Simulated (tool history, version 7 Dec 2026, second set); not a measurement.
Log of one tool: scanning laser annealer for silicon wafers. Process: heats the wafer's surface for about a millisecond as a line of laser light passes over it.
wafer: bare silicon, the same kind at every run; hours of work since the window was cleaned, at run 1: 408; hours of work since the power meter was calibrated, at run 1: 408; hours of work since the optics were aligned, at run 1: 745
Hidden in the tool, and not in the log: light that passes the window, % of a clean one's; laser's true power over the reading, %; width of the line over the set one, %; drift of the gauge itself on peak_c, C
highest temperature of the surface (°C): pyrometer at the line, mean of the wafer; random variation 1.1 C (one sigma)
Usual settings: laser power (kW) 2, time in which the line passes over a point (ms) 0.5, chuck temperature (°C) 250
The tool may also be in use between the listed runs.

| run | hour | laser power (kW) | time in which the line passes over a point (ms) | chuck temperature (°C) | hours of work since the window was cleaned | hours of work since the power meter was calibrated | hours of work since the optics were aligned | highest temperature of the surface (°C) |
|---|---|---|---|---|---|---|---|---|
| 1 | 0 | 2 | 0.5 | 250 | 408 | 408 | 745 | 987 |
| 2 | 13.2 | 2 | 0.61 | 250 | 418 | 418 | 755 | 1060 |
| 3 | 32.5 | 2 | 0.61 | 250 | 433 | 433 | 770 | 1059 |
| 4 | 60.9 | 2 | 0.61 | 250 | 455 | 455 | 791 | 1056 |
| 5 | 79.6 | 2 | 0.61 | 250 | 469 | 469 | 806 | 1058 |
| 6 | 91.7 | 2 | 0.61 | 250 | 478 | 478 | 815 | 1056 |
| 7 | 105.2 | 2 | 0.61 | 250 | 489 | 489 | 825 | 1059 |
| 8 | 117.7 | 2 | 0.554 | 250 | 498 | 498 | 835 | 1022 |
| 9 | 132.4 | 2 | 0.5 | 215 | 510 | 510 | 846 | 952 |
| 10 | 145.9 | 2 | 0.5 | 215 | 520 | 520 | 857 | 950 |
| 11 | 171.1 | 2 | 0.5 | 215 | 540 | 540 | 876 | 951 |
| 12 | 196.8 | 2 | 0.5 | 215 | 559 | 559 | 896 | 951 |
| 13 | 221.7 | 2 | 0.506 | 250 | 578 | 578 | 915 | 991 |
| 14 | 246.7 | 2 | 0.5 | 250 | 598 | 598 | 934 | 988 |
| 15 | 264.6 | 2 | 0.5 | 250 | 611 | 611 | 948 | 986 |
| 16 | 287.5 | 2 | 0.5 | 250 | 629 | 629 | 966 | 987 |
|  | 300.2 | window over the wafer cleaned |
| 17 | 319.3 | 2 | 0.5 | 250 | 15 | 652 | 988 | 987 |
| 18 | 335.7 | 2 | 0.5 | 250 | 27 | 664 | 1001 | 986 |
| 19 | 363.7 | 2 | 0.5 | 250 | 49 | 686 | 1023 | 989 |
| 20 | 378.2 | 2.102 | 0.597 | 224 | 60 | 697 | 1034 | 1060 |
| 21 | 407.7 | 2.187 | 0.436 | 224 | 83 | 720 | 1056 | 975 |
| 22 | 434.2 | 2.187 | 0.436 | 265 | 103 | 740 | 1077 | 1014 |
| 23 | 462.1 | 1.778 | 0.436 | 275 | 124 | 762 | 1098 | 897 |
| 24 | 486.2 | 1.708 | 0.487 | 270 | 143 | 780 | 1117 | 900 |
| 25 | 509.8 | 2.131 | 0.52 | 232 | 161 | 798 | 1135 | 1028 |
| 26 | 539.4 | 2.131 | 0.52 | 232 | 184 | 821 | 1158 | 1027 |
| 27 | 556.7 | 2.069 | 0.52 | 232 | 197 | 834 | 1171 | 1007 |
| 28 | 577.8 | 2.131 | 0.52 | 211 | 213 | 851 | 1187 | 1008 |
| 29 | 591.2 | 2.131 | 0.52 | 211 | 224 | 861 | 1197 | 1005 |
| 30 | 607.8 | 2.131 | 0.52 | 211 | 236 | 874 | 1210 | 1007 |
| 31 | 623.1 | 2.131 | 0.52 | 211 | 248 | 885 | 1222 | 1005 |
| 32 | 643.7 | 2.131 | 0.52 | 211 | 264 | 901 | 1238 | 1007 |
| 33 | 657.5 | 1.862 | 0.379 | 248 | 275 | 912 | 1248 | 856 |
| 34 | 673.3 | 1.886 | 0.359 | 248 | 287 | 924 | 1260 | 847 |
| 35 | 693.8 | 2 | 0.5 | 286 | 302 | 940 | 1276 | 1023 |
| 36 | 709.8 | 2.081 | 0.564 | 250 | 315 | 952 | 1288 | 1056 |

Forecast each of these 4 alternatives for the next run:
| A | 730.4 | 2.18 | 0.5 | 250 | 331 | 968 | 1304 | ? |
| B | 730.4 | 1.907 | 0.363 | 250 | 331 | 968 | 1304 | ? |
| C | 730.4 | 1.957 | 0.611 | 250 | 331 | 968 | 1304 | ? |
| D | 730.4 | 1.946 | 0.5 | 263 | 331 | 968 | 1304 | ? |

| run | highest temperature of the surface (°C) |
|---|---|
| A | 1048 |
| B | 859 |
| C | 1041 |
| D | 982 |
Without the tool's hidden state the same runs would have given:
| run | highest temperature of the surface (°C) |
|---|---|
| A | 1049 |
| B | 859 |
| C | 1041 |
| D | 982 |
